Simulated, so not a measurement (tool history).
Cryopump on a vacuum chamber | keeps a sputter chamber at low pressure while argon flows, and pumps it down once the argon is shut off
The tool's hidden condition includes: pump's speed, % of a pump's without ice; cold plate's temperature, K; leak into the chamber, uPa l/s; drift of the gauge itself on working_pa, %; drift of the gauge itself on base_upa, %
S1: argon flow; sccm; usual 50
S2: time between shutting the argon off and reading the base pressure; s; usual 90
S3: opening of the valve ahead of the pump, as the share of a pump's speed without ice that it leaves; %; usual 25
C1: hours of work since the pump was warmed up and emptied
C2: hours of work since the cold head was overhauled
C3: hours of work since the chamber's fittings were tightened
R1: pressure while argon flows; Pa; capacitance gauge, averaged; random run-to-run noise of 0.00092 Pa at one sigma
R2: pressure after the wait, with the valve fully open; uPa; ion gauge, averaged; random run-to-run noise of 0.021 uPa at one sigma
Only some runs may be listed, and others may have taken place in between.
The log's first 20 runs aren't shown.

run    hour  S1   S2  S3   C1    C2    C3      R1    R2
 21  1286.3  52  102  38  819   819  1481  0.1444  1.75
 22  1330.6  52  102  38  842   842  1504  0.1461  1.85
 23  1381.3  52  102  38  868   868  1529  0.1463  1.83
 24  1453.1  52  102  38  904   904  1566  0.1475  1.85
     1466.0  -- leaking fittings of the chamber tightened, without venting
 25  1540.3  79   91  38  948   948    38  0.2240  0.57
     1552.2  -- pump warmed up, emptied and cooled again
 26  1607.7  47  170  32   28   980    70  0.1414  0.38
 27  1646.9  47   96  56   49  1000    90  0.0810  0.48
 28  1703.0  69   87  56   77  1029   119  0.1200  0.58
 29  1743.1  28   94  20   98  1050   140  0.1353  0.56
 30  1785.8  28   43  20  120  1072   162  0.1350  0.85
 31  1874.1  71   90  23  165  1117   207  0.2998  0.60
 32  1940.8  66   90  37  199  1151   241  0.1742  0.67
 33  1980.5  66   90  37  220  1172   262  0.1768  0.63

Predict each of these 3 candidate next runs independently; none follows another, all start after run 33:
  A  2018.9  66  90  40  240  1191  281   ?   ?
  B  2018.9  21  46  18  240  1191  281   ?   ?
  C  2018.9  66  63  37  240  1191  281   ?   ?

run      R1    R2
  A  0.1622  0.69
  B  0.1138  0.91
  C  0.1756  0.78
What these runs would have given with no unlogged condition in the tool:
run      R1    R2
  A  0.1570  0.44
  B  0.1121  0.67
  C  0.1703  0.53

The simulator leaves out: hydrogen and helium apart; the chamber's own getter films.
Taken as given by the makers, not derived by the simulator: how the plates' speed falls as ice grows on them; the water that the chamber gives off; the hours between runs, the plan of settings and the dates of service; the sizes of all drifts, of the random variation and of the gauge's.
